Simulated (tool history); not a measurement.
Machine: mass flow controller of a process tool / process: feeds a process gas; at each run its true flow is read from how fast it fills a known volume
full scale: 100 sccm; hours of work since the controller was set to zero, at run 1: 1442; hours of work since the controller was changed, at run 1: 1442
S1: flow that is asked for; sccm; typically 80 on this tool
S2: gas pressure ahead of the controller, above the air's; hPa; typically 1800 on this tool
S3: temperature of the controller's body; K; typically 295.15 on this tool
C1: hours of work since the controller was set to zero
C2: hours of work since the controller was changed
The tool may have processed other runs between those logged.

Run 1, hour 0.0: usual settings; C1 1442; C2 1442. Result: true flow (%) 99.66.
Run 2, hour 97.6: usual settings; C1 1488; C2 1488. Result: true flow (%) 99.51.
Run 3, hour 186.4: usual settings; C1 1530; C2 1530. Result: true flow (%) 99.48.
Run 4, hour 277.7: usual settings; C1 1573; C2 1573. Result: true flow (%) 99.33.
Run 5, hour 339.9: usual settings; C1 1603; C2 1603. Result: true flow (%) 99.36.
Run 6, hour 428.8: usual settings; C1 1645; C2 1645. Result: true flow (%) 99.43.
Run 7, hour 542.5: usual settings; C1 1699; C2 1699. Result: true flow (%) 99.49.
Run 8, hour 621.8: usual settings; C1 1736; C2 1736. Result: true flow (%) 99.37.
Run 9, hour 706.4: usual settings; C1 1776; C2 1776. Result: true flow (%) 99.44.
Run 10, hour 775.5: usual settings; C1 1809; C2 1809. Result: true flow (%) 99.38.
Run 11, hour 826.2: usual settings; C1 1833; C2 1833. Result: true flow (%) 99.32.
Run 12, hour 904.1: usual settings; C1 1870; C2 1870. Result: true flow (%) 99.26.
Run 13, hour 979.4: usual settings but S2 1940 hPa; C1 1906; C2 1906. Result: true flow (%) 99.26.
Run 14, hour 1037.7: usual settings but S2 2630 hPa; C1 1933; C2 1933. Result: true flow (%) 98.72.
Run 15, hour 1138.7: usual settings but S2 2630 hPa; C1 1981; C2 1981. Result: true flow (%) 98.60.
Run 16, hour 1257.4: usual settings but S2 2630 hPa; C1 2037; C2 2037. Result: true flow (%) 98.66.
Run 17, hour 1307.1: usual settings but S2 2630 hPa; C1 2061; C2 2061. Result: true flow (%) 98.60.
Run 18, hour 1383.1: usual settings but S2 2630 hPa; C1 2097; C2 2097. Result: true flow (%) 98.57.
Run 19, hour 1461.1: usual settings but S2 2630 hPa; C1 2134; C2 2134. Result: true flow (%) 98.50.
Run 20, hour 1518.5: usual settings but S2 2630 hPa; C1 2161; C2 2161. Result: true flow (%) 98.52.
Run 21, hour 1578.7: usual settings but S2 2630 hPa; C1 2190; C2 2190. Result: true flow (%) 98.55.
At hour 1589.0: controller's zero set anew.
Run 22, hour 1671.2: usual settings but S2 2630 hPa; C1 39; C2 2233. Result: true flow (%) 98.28.
Run 23, hour 1729.7: usual settings; C1 67; C2 2261. Result: true flow (%) 99.15.
Run 24, hour 1798.1: usual settings; C1 99; C2 2293. Result: true flow (%) 98.97.
Run 25, hour 1864.1: usual settings but S1 11 sccm; C1 130; C2 2325. Result: true flow (%) 95.65.
Run 26, hour 1976.5: usual settings but S2 2520 hPa; C1 183; C2 2378. Result: true flow (%) 98.35.
Run 27, hour 2095.3: usual settings but S2 1770 hPa, S3 312.15 K; C1 240; C2 2434. Result: true flow (%) 97.84.
Run 28, hour 2149.7: usual settings but S2 1770 hPa, S3 312.15 K; C1 265; C2 2460. Result: true flow (%) 97.78.
Run 29, hour 2219.8: usual settings but S1 21 sccm, S2 2560 hPa, S3 312.15 K; C1 299; C2 2493. Result: true flow (%) 95.16.
At hour 2267.8: controller's zero set anew, once more.
Run 30, hour 2303.3: usual settings but S1 90 sccm, S2 2720 hPa, S3 312.15 K; C1 17; C2 2532. Result: true flow (%) 97.55.
Run 31, hour 2415.6: usual settings but S1 25 sccm, S2 1700 hPa, S3 312.15 K; C1 70; C2 2585. Result: true flow (%) 97.24.
Run 32, hour 2468.2: usual settings but S1 60 sccm, S2 2490 hPa, S3 308.15 K; C1 95; C2 2610. Result: true flow (%) 97.42.
Run 33, hour 2584.9: usual settings but S3 311.15 K; C1 150; C2 2666. Result: true flow (%) 98.01.
Run 34, hour 2699.4: usual settings but S3 311.15 K; C1 204; C2 2720. Result: true flow (%) 98.02.
Run 35, hour 2805.9: usual settings but S2 1450 hPa, S3 307.15 K; C1 255; C2 2770. Result: true flow (%) 98.61.
Run 36, hour 2892.2: usual settings but S2 2510 hPa, S3 312.15 K; C1 296; C2 2811. Result: true flow (%) 97.34.
Run 37, hour 3011.9: usual settings but S2 2690 hPa, S3 303.15 K; C1 352; C2 2868. Result: true flow (%) 97.92.
Run 38, hour 3082.1: usual settings but S1 17 sccm, S2 1500 hPa, S3 297.15 K; C1 386; C2 2901. Result: true flow (%) 97.79.
Run 39, hour 3135.5: usual settings but S3 308.15 K; C1 411; C2 2926. Result: true flow (%) 98.05.
Run 40, hour 3193.0: usual settings but S3 308.15 K; C1 438; C2 2954. Result: true flow (%) 98.18.
Run 41, hour 3245.4: usual settings but S1 13 sccm, S2 2410 hPa, S3 293.15 K; C1 463; C2 2978. Result: true flow (%) 97.02.
Run 42, hour 3334.1: usual settings but S1 72 sccm, S2 2410 hPa, S3 301.15 K; C1 505; C2 3020. Result: true flow (%) 97.94.
Run 43, hour 3451.5: usual settings but S1 72 sccm, S2 2410 hPa, S3 301.15 K; C1 561; C2 3076. Result: true flow (%) 98.07.
Run 44, hour 3551.2: usual settings but S1 12 sccm, S2 2520 hPa, S3 311.15 K; C1 608; C2 3123. Result: true flow (%) 95.55.
Run 45, hour 3631.2: usual settings but S1 33 sccm, S2 2010 hPa, S3 311.15 K; C1 646; C2 3161. Result: true flow (%) 96.69.
Run 46, hour 3700.5: usual settings but S2 2010 hPa, S3 302.15 K; C1 678; C2 3194. Result: true flow (%) 98.33.
Run 47, hour 3793.0: usual settings but S1 94 sccm, S2 2010 hPa; C1 722; C2 3238. Result: true flow (%) 99.14.
Run 48, hour 3889.2: usual settings but S1 11 sccm, S2 1760 hPa, S3 312.15 K; C1 768; C2 3283. Result: true flow (%) 95.85.
Run 49, hour 3941.4: usual settings but S1 11 sccm, S2 1660 hPa, S3 305.15 K; C1 793; C2 3308. Result: true flow (%) 96.19.

Each run again, without the hidden state but with its own random variation kept:
The tool's hidden condition here consists of: flow at rest that the sensor doesn't see, % of full scale; true flow over the shown one, %; drift of the gauge itself on true_pct, %.
run  true flow (%)
  1         100.20
  2         100.08
  3         100.06
  4          99.93
  5          99.97
  6         100.06
  7         100.14
  8         100.04
  9         100.12
 10         100.08
 11         100.02
 12          99.99
 13         100.00
 14          99.47
 15          99.38
 16          99.46
 17          99.41
 18          99.39
 19          99.33
 20          99.37
 21          99.41
 22          99.27
 23         100.16
 24          99.99
 25          98.89
 26          99.41
 27          98.93
 28          98.88
 29          97.30
 30          98.35
 31          98.20
 32          98.28
 33          98.87
 34          98.90
 35          99.52
 36          98.27
 37          98.87
 38          99.09
 39          99.02
 40          99.17
 41          98.52
 42          98.97
 43          99.12
 44          97.23
 45          97.93
 46          99.42
 47         100.23
 48          97.77
 49          98.13

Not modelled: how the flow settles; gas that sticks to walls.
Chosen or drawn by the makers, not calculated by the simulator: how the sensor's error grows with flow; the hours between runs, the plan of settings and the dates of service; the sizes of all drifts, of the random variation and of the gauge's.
